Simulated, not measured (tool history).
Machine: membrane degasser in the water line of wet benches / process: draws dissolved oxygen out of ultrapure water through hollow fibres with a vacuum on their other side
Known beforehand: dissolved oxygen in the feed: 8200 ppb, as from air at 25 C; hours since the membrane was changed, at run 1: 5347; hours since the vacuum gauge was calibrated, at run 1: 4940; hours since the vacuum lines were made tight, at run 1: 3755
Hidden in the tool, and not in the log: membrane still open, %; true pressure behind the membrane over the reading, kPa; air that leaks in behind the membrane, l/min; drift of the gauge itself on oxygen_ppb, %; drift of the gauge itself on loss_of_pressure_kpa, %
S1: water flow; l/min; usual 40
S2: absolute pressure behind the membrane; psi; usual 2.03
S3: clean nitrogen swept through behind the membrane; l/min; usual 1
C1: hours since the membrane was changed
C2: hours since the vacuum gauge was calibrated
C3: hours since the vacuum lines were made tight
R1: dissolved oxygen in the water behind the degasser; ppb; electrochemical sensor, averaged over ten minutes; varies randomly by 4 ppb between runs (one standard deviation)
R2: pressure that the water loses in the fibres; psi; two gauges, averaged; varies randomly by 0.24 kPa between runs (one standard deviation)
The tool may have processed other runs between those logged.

| run | day | S1 | S2 | S3 | C1 | C2 | C3 | R1 | R2 |
|---|---|---|---|---|---|---|---|---|---|
| 1 | 0 | 40 | 2.03 | 1 | 5347 | 4940 | 3755 | 912.9 | 9.326 |
| 2 | 5 | 40 | 2.03 | 1 | 5467 | 5060 | 3875 | 915.7 | 9.377 |
| 3 | 8.225 | 40 | 2.03 | 1 | 5544 | 5137 | 3952 | 913.9 | 9.391 |
| 4 | 10.95 | 40 | 2.03 | 1 | 5609 | 5203 | 4018 | 914.7 | 9.359 |
| 5 | 16.8 | 40 | 1.25 | 1 | 5750 | 5343 | 4158 | 545.4 | 9.385 |
| 6 | 22.575 | 40 | 1.25 | 1 | 5888 | 5482 | 4297 | 545.2 | 9.322 |
| 7 | 27.288 | 40 | 2.03 | 1 | 6002 | 5595 | 4410 | 925.7 | 9.335 |
| 8 | 29.754 | 27 | 2.03 | 1 | 6061 | 5654 | 4469 | 616.3 | 6.309 |
| 9 | 35.012 | 27 | 2.03 | 1 | 6187 | 5780 | 4595 | 620.2 | 6.264 |
| 10 | 40.462 | 27 | 2.03 | 1 | 6318 | 5911 | 4726 | 621.7 | 6.305 |
| 11 | 43.896 | 40 | 2.03 | 1 | 6400 | 5993 | 4808 | 926.4 | 9.336 |
| 12 | 46.325 | 40 | 2.03 | 1 | 6458 | 6052 | 4867 | 925.2 | 9.343 |
| 13 | 49.517 | 40 | 3.73 | 1 | 6535 | 6128 | 4943 | 1648 | 9.346 |
| 14 | 53.971 | 44 | 2.35 | 0.66 | 6642 | 6235 | 5050 | 1509.8 | 10.269 |
| 15 | 57.454 | 44 | 2.35 | 0.66 | 6725 | 6319 | 5134 | 1517.3 | 10.211 |
| 16 | 61.85 | 45 | 1.25 | 2.52 | 6831 | 6424 | 5239 | 416 | 10.466 |
| 17 | 66.912 | 45 | 1.25 | 2.52 | 6952 | 6546 | 5361 | 417 | 10.467 |
| 18 | 72.488 | 40 | 1.25 | 2.52 | 7086 | 6680 | 5495 | 333.2 | 9.309 |
| 19 | 76.508 | 47 | 4.34 | 1 | 7183 | 6776 | 5591 | 2168.7 | 11.016 |
|  | 78.392 | gauge calibrated |
| 20 | 79.729 | 25 | 4.34 | 2.97 | 7260 | 6853 | 5668 | 527.7 | 5.815 |

Predict the results of run 21:
| 21 | 83.85 | 35 | 2.03 | 1 | 7359 | 6952 | 5767 | ? | ? |

R1: 804 ppb
R2: 8.171 psi
On a tool with no hidden condition, and with the same random variation, this run would have come out at R1 801.6 ppb, R2 8.164 psi.

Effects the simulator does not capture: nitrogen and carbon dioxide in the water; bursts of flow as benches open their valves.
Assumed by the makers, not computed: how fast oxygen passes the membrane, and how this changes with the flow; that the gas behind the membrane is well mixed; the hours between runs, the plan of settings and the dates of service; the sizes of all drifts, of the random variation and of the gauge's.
